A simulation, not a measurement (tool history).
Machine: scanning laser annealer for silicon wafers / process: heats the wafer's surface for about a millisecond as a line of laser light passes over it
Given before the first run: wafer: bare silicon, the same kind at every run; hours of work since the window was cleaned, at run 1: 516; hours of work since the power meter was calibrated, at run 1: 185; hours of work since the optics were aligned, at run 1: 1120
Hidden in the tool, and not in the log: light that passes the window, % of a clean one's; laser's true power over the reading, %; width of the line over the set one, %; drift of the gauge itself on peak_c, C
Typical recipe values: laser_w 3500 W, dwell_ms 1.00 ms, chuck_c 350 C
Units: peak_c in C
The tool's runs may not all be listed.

run,day,laser_w,dwell_ms,chuck_c,hours of work since the window was cleaned,hours of work since the power meter was calibrated,hours of work since the optics were aligned,peak_c
1,0.000,3500,1.00,350,516,185,1120,1067
2,0.300,2980,1.00,350,521,190,1125,930
3,0.604,2980,1.00,350,526,195,1130,929
4,0.962,2980,1.00,350,532,201,1135,930
5,1.258,3500,1.00,350,537,206,1140,1064
6,1.654,3500,1.00,350,543,212,1147,1065
7,2.033,3500,1.00,350,549,219,1153,1066
8,2.262,3500,1.00,333,553,222,1157,1048
9,2.725,3500,1.00,333,561,230,1164,1047
10,2.975,3500,1.00,333,565,234,1169,1047
11,3.367,3500,1.00,333,571,241,1175,1047
12,3.800,3500,1.00,315,579,248,1182,1029
13,4.100,3500,1.00,350,584,253,1187,1064
14,4.333,3500,1.00,352,587,257,1191,1066
15,4.654,3500,1.00,350,593,262,1196,1066
16,4.875,3126,0.88,334,596,266,1200,914
17,5.212,3501,1.11,324,602,271,1205,1074
18,5.621,3476,1.00,348,609,278,1212,1055
19,5.917,3758,1.16,330,613,283,1217,1168
20,6.150,3758,1.16,330,617,287,1221,1169
21,6.600,3500,0.90,350,625,294,1228,1028
22,6.988,3012,1.00,356,631,300,1235,941
23,7.446,3175,1.13,350,639,308,1242,1014
24,7.879,3622,0.94,360,646,315,1249,1082
25,8.158,3622,0.94,360,650,320,1254,1084
26,8.533,3500,1.00,335,657,326,1260,1046
27,8.742,3770,0.93,344,660,329,1264,1103
28,9.104,3770,0.93,344,666,335,1269,1102
29,9.317,3770,0.93,375,669,339,1273,1132
30,9.721,3830,0.74,354,676,345,1280,1051

A few steps of peak_c between consecutive runs. Split each: what settings, incoming material and random variation would produce without the hidden state, and what is left over for the hidden state, along with gauge scatter present in only one of the two compared results (measured, and without hidden state):
Run 4 -> 5: laser_w 2980 -> 3500. peak_c +134 C: hidden state -5, all else +139.
Run 15 -> 16: laser_w 3500 -> 3126, dwell_ms 1.00 -> 0.88, chuck_c 350 -> 334. peak_c -152 C: hidden state +4, all else -156.
Run 16 -> 17: laser_w 3126 -> 3501, dwell_ms 0.88 -> 1.11, chuck_c 334 -> 324. peak_c +160 C: hidden state -5, all else +165.
Run 18 -> 19: laser_w 3476 -> 3758, dwell_ms 1.00 -> 1.16, chuck_c 348 -> 330. peak_c +113 C: hidden state -5, all else +118.
Run 20 -> 21: laser_w 3758 -> 3500, dwell_ms 1.16 -> 0.90, chuck_c 330 -> 350. peak_c -141 C: hidden state +4, all else -145.
